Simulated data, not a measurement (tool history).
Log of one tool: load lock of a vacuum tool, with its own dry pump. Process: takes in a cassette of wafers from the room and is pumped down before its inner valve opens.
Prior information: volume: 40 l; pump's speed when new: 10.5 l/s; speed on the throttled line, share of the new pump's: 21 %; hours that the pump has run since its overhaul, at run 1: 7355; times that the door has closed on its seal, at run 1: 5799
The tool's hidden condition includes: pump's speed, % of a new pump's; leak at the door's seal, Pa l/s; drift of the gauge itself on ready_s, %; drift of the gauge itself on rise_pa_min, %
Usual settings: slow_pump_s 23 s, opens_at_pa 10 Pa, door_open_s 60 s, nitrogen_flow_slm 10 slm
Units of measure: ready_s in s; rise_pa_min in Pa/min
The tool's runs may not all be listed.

run    hour  slow_pump_s  opens_at_pa  door_open_s  nitrogen_flow_slm  hours that the pump has run since its overhaul  times that the door has closed on its seal  incoming humidity of the room's air, %  ready_s  rise_pa_min
  1     0.0           23           10           60                 10                                            7355                                        5799                                    43.1     57.1        0.065
  2   111.8           23           10           60                 10                                            7467                                        6040                                    45.2     56.7        0.069
  3   241.0           23           10           60                 10                                            7596                                        6318                                    45.0     57.8        0.070
  4   336.7           23           10           60                 10                                            7692                                        6524                                    43.2     57.8        0.068
  5   422.6           37           10           60                 10                                            7777                                        6710                                    46.4     68.3        0.073
  6   526.8           23           10           60                 10                                            7882                                        6934                                    47.4     57.0        0.074
  7   589.6           23           10           60                 10                                            7944                                        7069                                    40.8     56.8        0.069
  8   646.4           23            7          191                 10                                            8001                                        7192                                    45.9     58.4        0.125
  9   737.8           23            7          191                 10                                            8093                                        7389                                    46.8     59.1        0.134
 10   825.1           23            7          146                 10                                            8180                                        7577                                    47.5     59.1        0.118
 11   900.0           23            7          146                 10                                            8255                                        7738                                    46.6     58.7        0.122
 12   973.8           23           20           60                 21                                            8329                                        7897                                    42.9     54.4        0.062
 13  1041.0           14           10          170                  5                                            8396                                        8042                                    43.5     51.5        0.134
 14  1172.5           14           10          170                  5                                            8527                                        8325                                    49.3     50.5        0.152

Forecast each of these 3 alternatives for the next run:
  A  1285.2           23           10           94                 30                                            8640                                        8568                                    44.7        ?            ?
  B  1285.2           23           20          218                 21                                            8640                                        8568                                    48.7        ?            ?
  C  1285.2           18           12          170                 39                                            8640                                        8568                                    44.4        ?            ?

run  ready_s  rise_pa_min
  A     57.7        0.078
  B     54.6        0.131
  C     53.6        0.089
Without the tool's hidden state the same runs would have given:
run  ready_s  rise_pa_min
  A     53.6        0.051
  B     50.9        0.104
  C     49.4        0.062
